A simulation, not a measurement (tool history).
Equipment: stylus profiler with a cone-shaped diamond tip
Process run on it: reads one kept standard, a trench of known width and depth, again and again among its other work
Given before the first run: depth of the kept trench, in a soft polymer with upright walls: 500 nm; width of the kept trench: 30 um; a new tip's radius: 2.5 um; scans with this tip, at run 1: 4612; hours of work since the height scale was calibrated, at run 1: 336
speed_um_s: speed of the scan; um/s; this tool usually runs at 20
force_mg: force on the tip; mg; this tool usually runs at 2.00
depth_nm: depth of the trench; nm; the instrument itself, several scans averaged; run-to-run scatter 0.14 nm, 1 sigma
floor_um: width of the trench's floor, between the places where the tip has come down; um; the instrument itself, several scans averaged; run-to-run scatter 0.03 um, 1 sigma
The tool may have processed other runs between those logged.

run   hour  speed_um_s  force_mg  scans with this tip  hours of work since the height scale was calibrated  depth_nm  floor_um
  1    0.0          20      2.00                 4612                                                  336    505.79     26.50
  2   23.8          20      2.00                 4756                                                  347    505.94     26.50
  3   47.3          20      2.00                 4900                                                  357    505.85     26.55
  4   69.7          20      2.00                 5036                                                  367    505.68     26.46
  5   87.4          20      2.00                 5143                                                  375    505.96     26.47
  6  105.9          20      2.00                 5256                                                  383    505.92     26.49
  7  135.8          20      3.45                 5438                                                  397    508.39     26.42
  8  158.1          20      3.45                 5573                                                  406    508.53     26.46
  9  174.0          20      3.45                 5670                                                  413    508.33     26.40
 10  188.0          20      2.00                 5755                                                  420    505.59     26.42
 11  203.3          20      2.00                 5848                                                  426    505.71     26.43
 12  223.6           8      2.00                 5971                                                  435    505.75     26.45
 13  249.5           8      2.89                 6129                                                  447    507.36     26.46
 14  267.8          14      2.00                 6240                                                  455    505.63     26.40
 15  287.5          14      2.00                 6360                                                  464    505.32     26.39
 16  304.6          20      2.00                 6464                                                  471    505.64     26.37
 17  323.1          20      2.00                 6577                                                  480    505.62     26.36
 18  351.4          20      2.00                 6748                                                  492    505.52     26.36
 19  381.7          20      2.00                 6933                                                  506    505.51     26.32
 20  395.4          43      3.30                 7016                                                  512    507.98     26.23
 21  421.9          14      1.41                 7177                                                  523    504.03     26.29
 22  451.5          15      5.99                 7357                                                  536    512.33     26.31
 23  477.1          15      5.99                 7513                                                  548    512.70     26.34
 24  495.4           5      5.29                 7624                                                  556    511.40     26.28
 25  526.3           5      5.29                 7812                                                  570    511.26     26.30
 26  554.0          59      2.00                 7981                                                  582    505.26     26.15
 27  582.9          54      1.63                 8156                                                  595    504.22     26.17
 28  597.8          54      1.63                 8247                                                  601    504.24     26.13
 29  616.3          54      1.63                 8359                                                  610    504.41     26.09
 30  632.3           5      1.48                 8456                                                  617    503.66     26.23
 31  646.6           5      1.48                 8543                                                  623    503.74     26.27
 32  676.7          32      1.56                 8726                                                  636    503.90     26.18
 33  697.6           6      1.56                 8854                                                  646    504.14     26.20
 34  729.8           6      1.56                 9049                                                  660    504.19     26.20
 35  757.2           6      1.56                 9216                                                  672    504.14     26.18
 36  772.3           6      0.93                 9308                                                  679    502.35     26.16
 37  804.5          31      0.76                 9503                                                  693    501.82     26.05

What if the next run were any one of these 3? Each begins from the tool's condition after run 37:
  A  824.4           6      3.25                 9624                                                  702         ?         ?
  B  824.4          12      1.14                 9624                                                  702         ?         ?
  C  824.4          20      5.33                 9624                                                  702         ?         ?

run  depth_nm  floor_um
  A    507.37     26.09
  B    502.73     26.15
  C    511.09     26.15
Take away the tool's hidden state, keep each run's random variation, and the runs would have read:
run  depth_nm  floor_um
  A    509.03     26.93
  B    504.37     26.99
  C    512.76     26.98

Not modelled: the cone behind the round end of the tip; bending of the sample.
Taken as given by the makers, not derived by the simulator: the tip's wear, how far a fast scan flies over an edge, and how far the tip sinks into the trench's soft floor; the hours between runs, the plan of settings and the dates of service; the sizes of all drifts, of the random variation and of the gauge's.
